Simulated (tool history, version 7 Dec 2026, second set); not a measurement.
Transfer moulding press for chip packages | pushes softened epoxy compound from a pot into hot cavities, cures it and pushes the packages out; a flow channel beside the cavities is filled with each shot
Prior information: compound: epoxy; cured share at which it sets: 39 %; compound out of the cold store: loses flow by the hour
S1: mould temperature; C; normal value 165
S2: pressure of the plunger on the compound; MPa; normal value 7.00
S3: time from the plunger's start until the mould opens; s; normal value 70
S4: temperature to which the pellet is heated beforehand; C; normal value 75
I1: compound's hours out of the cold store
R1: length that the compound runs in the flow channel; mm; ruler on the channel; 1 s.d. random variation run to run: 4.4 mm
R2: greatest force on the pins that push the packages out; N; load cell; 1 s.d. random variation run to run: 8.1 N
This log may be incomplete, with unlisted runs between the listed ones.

{"run": 1, "day": 0.0, "S1": 165, "S2": 7.0, "S3": 70, "S4": 75, "I1": 13.0, "R1": 792, "R2": 474}
{"day": 2.371, "done": "cavities cleaned with cleaning compound and waxed"}
{"run": 2, "day": 2.908, "S1": 165, "S2": 7.0, "S3": 70, "S4": 75, "I1": 39.9, "R1": 714, "R2": 647}
{"run": 3, "day": 4.612, "S1": 165, "S2": 7.0, "S3": 81, "S4": 75, "I1": 27.0, "R1": 733, "R2": 453}
{"day": 5.646, "done": "cavities cleaned with cleaning compound and waxed"}
{"run": 4, "day": 7.479, "S1": 165, "S2": 7.62, "S3": 81, "S4": 75, "I1": 39.3, "R1": 730, "R2": 384}
{"day": 8.862, "done": "cavities cleaned with cleaning compound and waxed"}
{"run": 5, "day": 9.421, "S1": 165, "S2": 7.62, "S3": 81, "S4": 75, "I1": 37.0, "R1": 729, "R2": 301}
{"run": 6, "day": 10.829, "S1": 165, "S2": 7.62, "S3": 81, "S4": 75, "I1": 38.1, "R1": 733, "R2": 389}
{"day": 12.238, "done": "cavities cleaned with cleaning compound and waxed"}
{"run": 7, "day": 12.492, "S1": 165, "S2": 7.62, "S3": 81, "S4": 75, "I1": 16.4, "R1": 771, "R2": 292}
{"day": 13.117, "done": "cavities cleaned with cleaning compound and waxed, once more"}
{"day": 14.704, "done": "plunger's sealing rings changed"}
{"run": 8, "day": 14.842, "S1": 165, "S2": 7.62, "S3": 81, "S4": 75, "I1": 17.9, "R1": 825, "R2": 396}
{"day": 16.683, "done": "cavities cleaned with cleaning compound and waxed"}
{"run": 9, "day": 17.008, "S1": 165, "S2": 7.0, "S3": 60, "S4": 73, "I1": 42.3, "R1": 736, "R2": 611}
{"run": 10, "day": 19.304, "S1": 158, "S2": 6.1, "S3": 70, "S4": 75, "I1": 19.8, "R1": 747, "R2": 989}
{"day": 19.9, "done": "cavities cleaned with cleaning compound and waxed"}
{"run": 11, "day": 21.392, "S1": 158, "S2": 6.37, "S3": 51, "S4": 75, "I1": 17.0, "R1": 751, "R2": 1637}
{"day": 23.125, "done": "cavities cleaned with cleaning compound and waxed"}
{"run": 12, "day": 24.292, "S1": 158, "S2": 6.37, "S3": 51, "S4": 75, "I1": 14.9, "R1": 756, "R2": 1565}
{"run": 13, "day": 26.054, "S1": 158, "S2": 6.37, "S3": 51, "S4": 75, "I1": 21.2, "R1": 726, "R2": 1821}
{"day": 26.492, "done": "cavities cleaned with cleaning compound and waxed"}
{"run": 14, "day": 27.671, "S1": 165, "S2": 7.0, "S3": 70, "S4": 67, "I1": 30.6, "R1": 719, "R2": 542}

What if the next run were any one of these 3? Each begins from the tool's condition after run 14:
{"day": 29.738, "done": "cavities cleaned with cleaning compound and waxed"}
{"run": "A", "day": 29.762, "S1": 159, "S2": 7.0, "S3": 70, "S4": 78, "I1": 41.1, "R1": "?", "R2": "?"}
{"day": 29.738, "done": "cavities cleaned with cleaning compound and waxed"}
{"run": "B", "day": 29.762, "S1": 165, "S2": 7.42, "S3": 65, "S4": 75, "I1": 40.3, "R1": "?", "R2": "?"}
{"day": 29.738, "done": "cavities cleaned with cleaning compound and waxed"}
{"run": "C", "day": 29.762, "S1": 162, "S2": 8.01, "S3": 79, "S4": 67, "I1": 30.9, "R1": "?", "R2": "?"}

run=A R1=701 R2=553
run=B R1=705 R2=447
run=C R1=775 R2=362
With the hidden condition removed and each run's random variation left untouched, the same runs would have given:
run=A R1=754 R2=487
run=B R1=760 R2=393
run=C R1=834 R2=320
